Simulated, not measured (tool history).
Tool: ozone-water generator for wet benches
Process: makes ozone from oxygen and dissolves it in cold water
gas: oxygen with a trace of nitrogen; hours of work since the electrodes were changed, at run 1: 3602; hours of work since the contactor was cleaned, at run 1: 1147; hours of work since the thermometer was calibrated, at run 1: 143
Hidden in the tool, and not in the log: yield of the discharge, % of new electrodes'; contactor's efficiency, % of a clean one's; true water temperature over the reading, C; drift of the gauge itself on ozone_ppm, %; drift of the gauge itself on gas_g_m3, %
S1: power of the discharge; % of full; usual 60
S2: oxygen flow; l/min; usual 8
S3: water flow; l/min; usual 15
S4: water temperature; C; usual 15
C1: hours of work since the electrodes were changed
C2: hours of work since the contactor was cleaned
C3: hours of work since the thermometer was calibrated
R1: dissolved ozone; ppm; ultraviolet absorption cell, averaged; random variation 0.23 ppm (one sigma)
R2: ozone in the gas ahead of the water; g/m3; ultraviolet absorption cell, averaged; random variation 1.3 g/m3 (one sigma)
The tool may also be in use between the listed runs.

Run 1, day 0: usual settings; C1 3602; C2 1147; C3 143. Result: R1 29.8 ppm, R2 220.8 g/m3.
Run 2, day 7.029: usual settings but S3 22 l/min; C1 3742; C2 1287; C3 282. Result: R1 21.6 ppm, R2 220.8 g/m3.
Run 3, day 13.229: usual settings but S3 22 l/min; C1 3865; C2 1410; C3 405. Result: R1 21.6 ppm, R2 221 g/m3.
Run 4, day 20.342: usual settings but S2 12.92 l/min; C1 4006; C2 1551; C3 547. Result: R1 25.1 ppm, R2 158.1 g/m3.
Run 5, day 27.333: usual settings but S2 12.92 l/min; C1 4145; C2 1690; C3 685. Result: R1 24.8 ppm, R2 156.9 g/m3.
Run 6, day 32.05: usual settings but S2 8.52 l/min; C1 4239; C2 1784; C3 779. Result: R1 28.6 ppm, R2 208.5 g/m3.
Run 7, day 36.788: usual settings but S2 8.52 l/min; C1 4333; C2 1878; C3 873. Result: R1 28.5 ppm, R2 209 g/m3.
Run 8, day 40.567: usual settings but S2 8.52 l/min; C1 4408; C2 1953; C3 948. Result: R1 28.2 ppm, R2 207.2 g/m3.
At day 41.088: contactor cleaned.
Run 9, day 47.092: usual settings but S1 41 % of full; C1 4534; C2 119; C3 1075. Result: R1 22 ppm, R2 168.4 g/m3.
Run 10, day 51.188: usual settings but S1 62 % of full, S2 13.41 l/min, S4 10 C; C1 4615; C2 201; C3 1156. Result: R1 27 ppm, R2 153 g/m3.
Run 11, day 58.046: usual settings but S4 14 C; C1 4752; C2 337; C3 1292. Result: R1 28.1 ppm, R2 211.4 g/m3.
Run 12, day 64.354: usual settings but S4 14 C; C1 4877; C2 462; C3 1417. Result: R1 28.1 ppm, R2 211.7 g/m3.
Run 13, day 69.546: usual settings but S4 11 C; C1 4980; C2 565; C3 1520. Result: R1 29.8 ppm, R2 212.1 g/m3.
Run 14, day 76.838: usual settings but S1 67 % of full, S2 11.9 l/min, S3 10 l/min, S4 9 C; C1 5125; C2 710; C3 1665. Result: R1 37.8 ppm, R2 174 g/m3.
Run 15, day 81.271: usual settings but S1 64 % of full; C1 5213; C2 798; C3 1753. Result: R1 28.3 ppm, R2 219.6 g/m3.
At day 85.592: contactor cleaned, once more.
Run 16, day 86.996: usual settings but S1 64 % of full; C1 5323; C2 28; C3 1864. Result: R1 29.5 ppm, R2 220.1 g/m3.
Run 17, day 94.171: usual settings but S2 8.54 l/min, S4 22 C; C1 5466; C2 170; C3 2006. Result: R1 23.9 ppm, R2 197.8 g/m3.

4 ways to go on from here, each from the tool as it stands after run 17. What would each give?
Run A, day 99.192: usual settings but S2 4.8 l/min, S4 22 C; C1 5565; C2 270; C3 2106. Result: R1 ?, R2 ?.
Run B, day 99.192: usual settings but S2 11.99 l/min, S3 11 l/min, S4 22 C; C1 5565; C2 270; C3 2106. Result: R1 ?, R2 ?.
Run C, day 99.192: usual settings but S1 62 % of full, S2 10.12 l/min; C1 5565; C2 270; C3 2106. Result: R1 ?, R2 ?.
Run D, day 99.192: usual settings but S2 4.6 l/min, S3 20 l/min, S4 22 C; C1 5565; C2 270; C3 2106. Result: R1 ?, R2 ?.

run    R1     R2
  A  27.9  295.6
  B    25  157.7
  C  26.7  179.6
  D  21.8    300
Without the tool's hidden state the same runs would have given:
run    R1     R2
  A  33.6  351.9
  B  30.1  187.8
  C  32.3  214.9
  D  26.3  357.4
